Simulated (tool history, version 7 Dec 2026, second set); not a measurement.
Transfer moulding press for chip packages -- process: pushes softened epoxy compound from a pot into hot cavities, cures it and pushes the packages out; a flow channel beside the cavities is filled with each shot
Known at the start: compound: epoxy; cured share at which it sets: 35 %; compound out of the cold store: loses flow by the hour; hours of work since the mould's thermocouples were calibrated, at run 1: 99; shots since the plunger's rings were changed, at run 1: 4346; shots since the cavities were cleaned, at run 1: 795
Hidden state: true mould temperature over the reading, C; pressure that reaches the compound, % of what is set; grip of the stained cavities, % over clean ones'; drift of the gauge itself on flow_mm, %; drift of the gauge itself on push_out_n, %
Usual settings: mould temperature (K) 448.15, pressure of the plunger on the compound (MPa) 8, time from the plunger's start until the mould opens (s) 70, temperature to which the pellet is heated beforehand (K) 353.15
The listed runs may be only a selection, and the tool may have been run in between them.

run,hour,mould temperature (K),pressure of the plunger on the compound (MPa),time from the plunger's start until the mould opens (s),temperature to which the pellet is heated beforehand (K),hours of work since the mould's thermocouples were calibrated,shots since the plunger's rings were changed,shots since the cavities were cleaned,incoming compound's hours out of the cold store,length that the compound runs in the flow channel (mm),greatest force on the pins that push the packages out (N)
1,0,448.15,8,70,353.15,99,4346,795,14.8,679,504
2,28.5,448.15,8.39,70,353.15,112,4631,1080,23.9,669,484
# hour 42: cavities cleaned with cleaning compound and waxed
3,60.2,448.15,8.39,70,353.15,125,4930,180,27.4,653,331
4,77.8,448.15,8,91,353.15,133,5107,357,19.7,673,283
5,97.4,448.15,8,91,353.15,141,5301,551,41.3,582,310
6,120.3,448.15,9.9,91,353.15,151,5530,780,46.1,626,334
7,145.8,448.15,9.9,91,353.15,162,5783,1033,23.7,709,326
# hour 163.1: cavities cleaned with cleaning compound and waxed
8,163.1,448.15,9.9,91,353.15,169,5941,0,29.2,682,174
9,183.1,448.15,9.9,91,353.15,178,6140,199,30.1,680,252
# hour 213.1: plunger's sealing rings changed
10,214.8,448.15,9.9,91,353.15,190,17,490,33.1,724,311
11,230.7,448.15,9.9,91,353.15,197,176,649,28.7,750,324
12,251.9,447.15,8,70,353.15,206,387,860,19.7,709,512
13,276.5,448.15,8,70,353.15,217,632,1105,29.5,662,455
# hour 286: cavities cleaned with cleaning compound and waxed
14,291.5,448.15,8,70,353.15,223,766,55,42.9,623,275
15,307.6,448.15,8,59,353.15,230,926,215,40.9,627,490
16,333.1,448.15,8,59,353.15,241,1181,470,47.9,602,583
17,357.2,452.15,7.71,70,353.15,252,1421,710,18.1,670,373
18,373.8,446.15,6.75,60,353.15,259,1586,875,22.1,634,780
19,404.2,448.15,9.58,91,344.15,272,1889,1178,36,688,333
# hour 408.4: cavities cleaned with cleaning compound and waxed
20,432.8,450.15,9.99,70,353.15,284,2159,243,42,679,320
21,456.9,448.15,6.72,70,353.15,294,2399,483,19.7,627,427
22,481.5,448.15,6.72,70,353.15,305,2644,728,18.7,622,455
23,500,448.15,8,101,356.15,313,2829,913,36.5,621,325
24,512.9,448.15,8,101,356.15,319,2956,1040,34,628,324
25,525.5,448.15,6.83,104,356.15,324,3083,1167,26.2,605,332
# hour 530.1: mould's thermocouples calibrated
# hour 531.6: cavities cleaned with cleaning compound and waxed
26,550.1,448.15,6.83,108,356.15,8,3292,183,18.6,632,238
27,580.6,448.15,6.07,85,344.15,21,3596,487,14.6,612,348
28,607.8,448.15,8.42,85,344.15,33,3867,758,35.2,631,345

Branching from run 28: 5 alternative next runs. What would each branch give?
A,626.5,448.15,6.2,52,344.15,41,4054,945,8.7,?,?
B,626.5,441.15,9.17,70,353.15,41,4054,945,45.4,?,?
C,626.5,449.15,8.42,85,344.15,41,4054,945,9.8,?,?
D,626.5,444.15,8,70,353.15,41,4054,945,30.9,?,?
E,626.5,449.15,6.35,85,344.15,41,4054,945,31.4,?,?

run,length that the compound runs in the flow channel (mm),greatest force on the pins that push the packages out (N)
A,623,1123
B,647,717
C,720,369
D,645,628
E,564,358
Without the tool's hidden state the same runs would have given:
run,length that the compound runs in the flow channel (mm),greatest force on the pins that push the packages out (N)
A,659,558
B,685,356
C,761,188
D,683,313
E,597,179

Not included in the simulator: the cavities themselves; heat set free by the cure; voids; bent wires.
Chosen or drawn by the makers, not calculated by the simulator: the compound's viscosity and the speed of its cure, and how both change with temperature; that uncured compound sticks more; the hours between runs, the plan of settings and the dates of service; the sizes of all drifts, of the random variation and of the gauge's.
